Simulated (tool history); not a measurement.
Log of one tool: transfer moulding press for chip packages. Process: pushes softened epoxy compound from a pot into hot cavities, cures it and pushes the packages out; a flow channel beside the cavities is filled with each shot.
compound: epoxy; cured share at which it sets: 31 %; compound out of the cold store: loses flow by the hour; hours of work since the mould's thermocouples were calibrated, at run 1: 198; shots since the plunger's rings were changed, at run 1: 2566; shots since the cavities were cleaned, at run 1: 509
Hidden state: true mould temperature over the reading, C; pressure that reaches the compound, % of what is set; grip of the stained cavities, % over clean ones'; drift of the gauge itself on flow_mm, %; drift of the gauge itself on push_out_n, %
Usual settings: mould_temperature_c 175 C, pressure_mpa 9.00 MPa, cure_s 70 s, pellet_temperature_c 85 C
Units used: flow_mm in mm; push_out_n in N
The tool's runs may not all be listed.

run  hour  mould_temperature_c  pressure_mpa  cure_s  pellet_temperature_c  hours of work since the mould's thermocouples were calibrated  shots since the plunger's rings were changed  shots since the cavities were cleaned  incoming compound's hours out of the cold store  flow_mm  push_out_n
  1   0.0                  175          9.00      70                    85                                                            198                                          2566                                    509                                             12.7      651         769
      2.2  -- cavities cleaned with cleaning compound and waxed
  2   9.0                  175          9.00      70                    85                                                            202                                          2664                                     88                                             25.9      611         539
  3  13.8                  175          9.00      70                    85                                                            205                                          2726                                    150                                             32.8      590         566
  4  20.1                  175          9.00      70                    85                                                            209                                          2809                                    233                                             41.8      562         597
  5  29.6                  175          9.00      70                    85                                                            214                                          2932                                    356                                             18.0      629         698
  6  38.1                  175          9.00      70                    85                                                            219                                          3042                                    466                                             39.8      567         697
     43.6  -- cavities cleaned with cleaning compound and waxed
  7  44.7                  175          9.38      70                    83                                                            222                                          3109                                     14                                             46.5      563         492
  8  52.5                  176          7.21      50                    85                                                            227                                          3210                                    115                                             37.2      511        1135
  9  62.2                  176          7.21      50                    85                                                            232                                          3337                                    242                                             30.2      530        1282
 10  68.9                  177          9.40      93                    83                                                            236                                          3424                                    329                                             31.3      598         533
 11  79.3                  177          9.40      93                    83                                                            242                                          3559                                    464                                             38.3      582         590
     85.4  -- cavities cleaned with cleaning compound and waxed
 12  89.8                  175          9.00      70                    76                                                            248                                          3677                                     57                                             13.1      645         581

Alternative continuations, all from the tool just after run 12; predict every row:
  A  98.9                  178          9.00      70                    76                                                            253                                          3795                                    175                                             44.0        ?           ?
  B  98.9                  175          7.90      86                    85                                                            253                                          3795                                    175                                              9.6        ?           ?
  C  98.9                  175          9.00      70                    80                                                            253                                          3795                                    175                                             35.6        ?           ?
  D  98.9                  175          9.00      80                    85                                                            253                                          3795                                    175                                             35.0        ?           ?

run  flow_mm  push_out_n
  A      547         541
  B      614         508
  C      576         597
  D      579         513
With the hidden condition removed and each run's random variation left untouched, the same runs would have given:
run  flow_mm  push_out_n
  A      562         432
  B      632         405
  C      592         474
  D      595         410
